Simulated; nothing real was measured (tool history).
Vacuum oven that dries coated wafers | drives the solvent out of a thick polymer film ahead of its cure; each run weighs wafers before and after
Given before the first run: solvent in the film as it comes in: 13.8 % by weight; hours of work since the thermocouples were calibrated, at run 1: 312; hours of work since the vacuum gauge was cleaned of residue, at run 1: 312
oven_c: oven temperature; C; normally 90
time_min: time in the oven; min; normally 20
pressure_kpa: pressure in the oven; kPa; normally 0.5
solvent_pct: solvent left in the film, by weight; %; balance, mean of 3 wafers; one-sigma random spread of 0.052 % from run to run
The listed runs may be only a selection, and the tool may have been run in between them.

run   hour  oven_c  time_min  pressure_kpa  hours of work since the thermocouples were calibrated  hours of work since the vacuum gauge was cleaned of residue  solvent_pct
  1      0      90        20           0.5                                                    312                                                          312         1.63
  2   17.9      90        20           0.5                                                    323                                                          323         1.75
  3   29.3      90        20           0.5                                                    330                                                          330         1.72
  4   47.6      90        20           0.5                                                    342                                                          342         1.57
  5   66.3      90        20           0.5                                                    353                                                          353         1.61
  6   83.2      90        20           0.5                                                    364                                                          364         1.65
  7   93.5      90        20         0.318                                                    370                                                          370         1.55
  8  107.7      90        16           0.5                                                    379                                                          379         2.41
  9  116.4      90        16         0.971                                                    385                                                          385         2.63
 10  127.8      90        16         0.971                                                    392                                                          392         2.59
 11  140.5      90        36           0.5                                                    400                                                          400          0.6
 12  154.1      90        36           0.5                                                    408                                                          408         0.67
 13  165.2      90        36           0.5                                                    415                                                          415         0.61
 14  174.6      90        36           0.5                                                    421                                                          421         0.64
 15    186      90        20           0.5                                                    428                                                          428         1.69
 16  200.1      90        20           0.5                                                    437                                                          437         1.72
 17  207.8      90        20         1.236                                                    442                                                          442         2.06
 18  222.9      90        20         1.236                                                    451                                                          451         2.11
 19  231.9      90        20         1.236                                                    457                                                          457            2
 20    241      90        20         1.236                                                    462                                                          462         2.06
 21  251.7      90        20         1.236                                                    469                                                          469         2.06
 22  265.7      87        20         1.236                                                    478                                                          478         2.78
 23  277.6      87        20         1.236                                                    485                                                          485         2.76
 24  287.5      87        20         1.236                                                    491                                                          491         2.83
 25  302.8      90        25         1.145                                                    501                                                          501         1.61
 26    312      90        25         1.145                                                    506                                                          506         1.53
 27  327.1      90        25         1.145                                                    516                                                          516         1.52
 28  339.8      93        20         0.331                                                    524                                                          524         1.04
 29  357.7      93        20         0.331                                                    535                                                          535         1.19
 30  367.6      93        15         0.374                                                    541                                                          541         1.95
 31  379.5      78        12          0.71                                                    549                                                          549         6.88
 32  389.6      94        18         1.841                                                    555                                                          555         1.93
 33  400.1     101        20         0.359                                                    561                                                          561          0.4
 34  416.2      91        20           0.5                                                    571                                                          571          1.6
 35    429      91        20           0.5                                                    579                                                          579         1.56
 36  442.7      91        20           0.5                                                    588                                                          588         1.61
 37  461.3      87        34           0.5                                                    600                                                          600            1
 38  470.3      97        14         0.751                                                    605                                                          605         1.56
 39  480.2      90        26           0.5                                                    611                                                          611         1.23
 40    490      82        26         0.471                                                    617                                                          617         2.74
 41  498.2      82        26         0.471                                                    623                                                          623         2.84
 42  516.2      91        25          0.29                                                    634                                                          634         0.97
 43    526      94        17         0.781                                                    640                                                          640         1.67
 44  541.2      94        17         0.781                                                    649                                                          649          1.6
 45  559.7     104        11         0.404                                                    661                                                          661         1.01
 46  576.2      82        21         0.964                                                    671                                                          671         3.88

Some steps in solvent_pct, run to run, broken into two amounts with sign: the step expected even without the hidden condition (settings, incoming material, random variation), and the rest, left for the hidden condition together with whatever gauge scatter is not in both the measured and the hidden-condition-free result:
What the log doesn't record here: true wafer temperature over the reading, C; true pressure over the reading, kPa; drift of the gauge itself on solvent_pct, %.
Run 30 -> 31: oven_c 93 -> 78, time_min 15 -> 12, pressure_kpa 0.374 -> 0.71. solvent_pct +4.93 %: hidden state +0.07, all else +4.86.
Run 31 -> 32: oven_c 78 -> 94, time_min 12 -> 18, pressure_kpa 0.71 -> 1.841. solvent_pct -4.95 %: hidden state -0.09, all else -4.86.
Run 33 -> 34: oven_c 101 -> 91, pressure_kpa 0.359 -> 0.5. solvent_pct +1.2 %: hidden state +0.17, all else +1.03.
Run 41 -> 42: oven_c 82 -> 91, time_min 26 -> 25, pressure_kpa 0.471 -> 0.29. solvent_pct -1.87 %: hidden state -0.17, all else -1.7.
Run 45 -> 46: oven_c 104 -> 82, time_min 11 -> 21, pressure_kpa 0.404 -> 0.964. solvent_pct +2.87 %: hidden state +0.29, all else +2.58.
